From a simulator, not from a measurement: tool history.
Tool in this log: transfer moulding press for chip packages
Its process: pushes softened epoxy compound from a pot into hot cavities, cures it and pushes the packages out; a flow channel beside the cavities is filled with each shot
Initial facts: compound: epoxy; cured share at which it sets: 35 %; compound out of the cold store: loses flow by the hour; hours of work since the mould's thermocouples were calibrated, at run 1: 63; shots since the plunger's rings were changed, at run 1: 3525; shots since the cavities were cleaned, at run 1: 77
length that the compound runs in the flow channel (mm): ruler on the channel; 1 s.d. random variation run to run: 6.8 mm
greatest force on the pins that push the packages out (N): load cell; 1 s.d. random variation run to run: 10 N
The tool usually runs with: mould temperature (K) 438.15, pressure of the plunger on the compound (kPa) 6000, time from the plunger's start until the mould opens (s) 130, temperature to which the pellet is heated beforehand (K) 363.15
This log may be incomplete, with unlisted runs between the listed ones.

run	hour	mould temperature (K)	pressure of the plunger on the compound (kPa)	time from the plunger's start until the mould opens (s)	temperature to which the pellet is heated beforehand (K)	hours of work since the mould's thermocouples were calibrated	shots since the plunger's rings were changed	shots since the cavities were cleaned	incoming compound's hours out of the cold store	length that the compound runs in the flow channel (mm)	greatest force on the pins that push the packages out (N)
1	0	438.15	6000	130	363.15	63	3525	77	46.4	622	500
2	28.6	433.15	6000	130	363.15	84	3822	374	19.9	701	860
# hour 51.6: cavities cleaned with cleaning compound and waxed
3	51.6	433.15	6000	130	363.15	99	4046	0	42.3	643	549
4	72.3	433.15	6000	130	363.15	114	4261	215	11.4	724	761
5	105.4	433.15	6000	130	363.15	138	4605	559	41.8	631	889
# hour 111.3: cavities cleaned with cleaning compound and waxed
6	154.7	433.15	6000	130	363.15	172	5101	451	28.7	670	843
# hour 172.5: cavities cleaned with cleaning compound and waxed
7	177.5	433.15	6000	130	363.15	187	5323	52	8.7	725	632
8	225.6	433.15	6000	130	363.15	222	5822	551	47.1	608	853
# hour 233.9: cavities cleaned with cleaning compound and waxed
9	256.5	433.15	6000	130	363.15	243	6128	236	47.8	603	722
10	286.1	444.15	6000	130	363.15	264	6435	543	33.4	626	648
# hour 294.7: cavities cleaned with cleaning compound and waxed
# hour 317.5: plunger's sealing rings changed
11	336.6	444.15	6000	130	363.15	298	198	409	29.5	686	581
# hour 356.5: cavities cleaned with cleaning compound and waxed
12	376.5	438.15	6000	130	363.15	325	597	207	33.6	677	565
# hour 417.1: cavities cleaned with cleaning compound and waxed
13	422.3	438.15	6000	130	363.15	357	1057	53	29.2	689	479
14	468.2	438.15	6000	130	363.15	390	1534	530	15.5	724	713
# hour 477.2: cavities cleaned with cleaning compound and waxed
15	506.4	431.15	6000	130	363.15	416	1915	303	31.1	690	840
# hour 537.7: cavities cleaned with cleaning compound and waxed
16	538	431.15	6190	160	363.15	438	2228	3	28	714	453
17	577.9	440.15	5900	150	354.15	466	2643	418	31	662	583
# hour 584.3: mould's thermocouples calibrated
# hour 600.8: cavities cleaned with cleaning compound and waxed
18	616.4	440.15	5900	150	354.15	22	3007	162	22.4	690	479
19	640.8	438.15	6000	142	356.15	39	3260	415	31.7	667	614
# hour 662.5: cavities cleaned with cleaning compound and waxed
20	681.7	432.15	6710	142	365.15	68	3669	199	39.8	679	612
21	703.4	432.15	6710	142	365.15	83	3894	424	45.7	665	745
# hour 722.6: cavities cleaned with cleaning compound and waxed
22	736.4	438.15	4820	130	363.15	106	4222	144	9.1	643	528
# hour 781.5: cavities cleaned with cleaning compound and waxed
23	781.8	438.15	4820	130	363.15	137	4678	4	22.3	609	448
24	830.6	438.15	4820	130	363.15	172	5185	511	19.9	591	676
# hour 843.9: cavities cleaned with cleaning compound and waxed
25	865.9	438.15	4820	130	363.15	197	5536	228	11.5	619	580
# hour 880.8: mould's thermocouples calibrated, once more
26	896.6	442.15	6050	163	355.15	11	5835	527	30.2	639	647
# hour 905.6: cavities cleaned with cleaning compound and waxed
27	938.1	441.15	6080	151	365.15	40	6250	338	42.7	606	548

Forecast each of these 5 alternatives for the next run:
A	958.7	439.15	7090	151	369.15	55	6464	552	9.4	?	?
B	958.7	441.15	6310	151	365.15	55	6464	552	33.3	?	?
C	958.7	440.15	6000	121	367.15	55	6464	552	47.7	?	?
D	958.7	441.15	6080	160	360.15	55	6464	552	44.7	?	?
E	958.7	440.15	6080	151	359.15	55	6464	552	15	?	?

run	length that the compound runs in the flow channel (mm)	greatest force on the pins that push the packages out (N)
A	764	639
B	640	641
C	577	726
D	591	632
E	694	622
Without the tool's hidden state the same runs would have given:
run	length that the compound runs in the flow channel (mm)	greatest force on the pins that push the packages out (N)
A	837	395
B	702	398
C	633	454
D	649	392
E	761	386
